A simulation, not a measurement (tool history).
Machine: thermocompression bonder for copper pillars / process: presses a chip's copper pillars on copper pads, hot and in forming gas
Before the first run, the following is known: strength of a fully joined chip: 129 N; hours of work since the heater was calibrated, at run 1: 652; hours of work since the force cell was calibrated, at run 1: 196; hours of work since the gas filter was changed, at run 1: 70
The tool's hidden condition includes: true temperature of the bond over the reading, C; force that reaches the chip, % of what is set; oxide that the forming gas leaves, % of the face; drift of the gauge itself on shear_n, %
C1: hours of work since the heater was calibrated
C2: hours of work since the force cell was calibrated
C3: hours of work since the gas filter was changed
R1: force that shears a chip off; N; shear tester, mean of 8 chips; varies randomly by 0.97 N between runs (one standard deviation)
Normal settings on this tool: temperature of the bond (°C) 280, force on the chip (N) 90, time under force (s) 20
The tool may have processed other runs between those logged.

{"run": 1, "day": 0.0, "temperature of the bond (°C)": 280, "force on the chip (N)": 90, "time under force (s)": 20, "C1": 652, "C2": 196, "C3": 70, "R1": 95.9}
{"run": 2, "day": 1.354, "temperature of the bond (°C)": 280, "force on the chip (N)": 90, "time under force (s)": 20, "C1": 674, "C2": 219, "C3": 92, "R1": 94.7}
{"run": 3, "day": 2.471, "temperature of the bond (°C)": 280, "force on the chip (N)": 90, "time under force (s)": 20, "C1": 693, "C2": 237, "C3": 110, "R1": 95.1}
{"run": 4, "day": 3.804, "temperature of the bond (°C)": 280, "force on the chip (N)": 90, "time under force (s)": 20, "C1": 714, "C2": 259, "C3": 132, "R1": 95.4}
{"run": 5, "day": 4.433, "temperature of the bond (°C)": 280, "force on the chip (N)": 90, "time under force (s)": 20, "C1": 725, "C2": 269, "C3": 142, "R1": 95.2}
{"run": 6, "day": 5.075, "temperature of the bond (°C)": 280, "force on the chip (N)": 90, "time under force (s)": 20, "C1": 735, "C2": 279, "C3": 152, "R1": 95}
{"run": 7, "day": 6.067, "temperature of the bond (°C)": 265, "force on the chip (N)": 90, "time under force (s)": 16, "C1": 751, "C2": 296, "C3": 169, "R1": 75.9}
{"run": 8, "day": 7.096, "temperature of the bond (°C)": 265, "force on the chip (N)": 90, "time under force (s)": 16, "C1": 768, "C2": 312, "C3": 185, "R1": 77.4}
{"day": 7.362, "done": "forming gas filter changed"}
{"run": 9, "day": 7.925, "temperature of the bond (°C)": 265, "force on the chip (N)": 92, "time under force (s)": 16, "C1": 781, "C2": 326, "C3": 9, "R1": 77.3}
{"run": 10, "day": 9.279, "temperature of the bond (°C)": 255, "force on the chip (N)": 94, "time under force (s)": 31, "C1": 804, "C2": 348, "C3": 31, "R1": 86}
{"run": 11, "day": 10.521, "temperature of the bond (°C)": 280, "force on the chip (N)": 88, "time under force (s)": 30, "C1": 824, "C2": 368, "C3": 52, "R1": 102.4}

Across each entry between runs, compare the hidden state at the last listed run before it with the hidden state at the first listed run after it:
From run 8 to run 9: forming gas filter changed (day 7.362)
  true temperature of the bond over the reading, C: 0.1 -> 0.2; oxide that the forming gas leaves, % of the face: 0.95 -> 0.54

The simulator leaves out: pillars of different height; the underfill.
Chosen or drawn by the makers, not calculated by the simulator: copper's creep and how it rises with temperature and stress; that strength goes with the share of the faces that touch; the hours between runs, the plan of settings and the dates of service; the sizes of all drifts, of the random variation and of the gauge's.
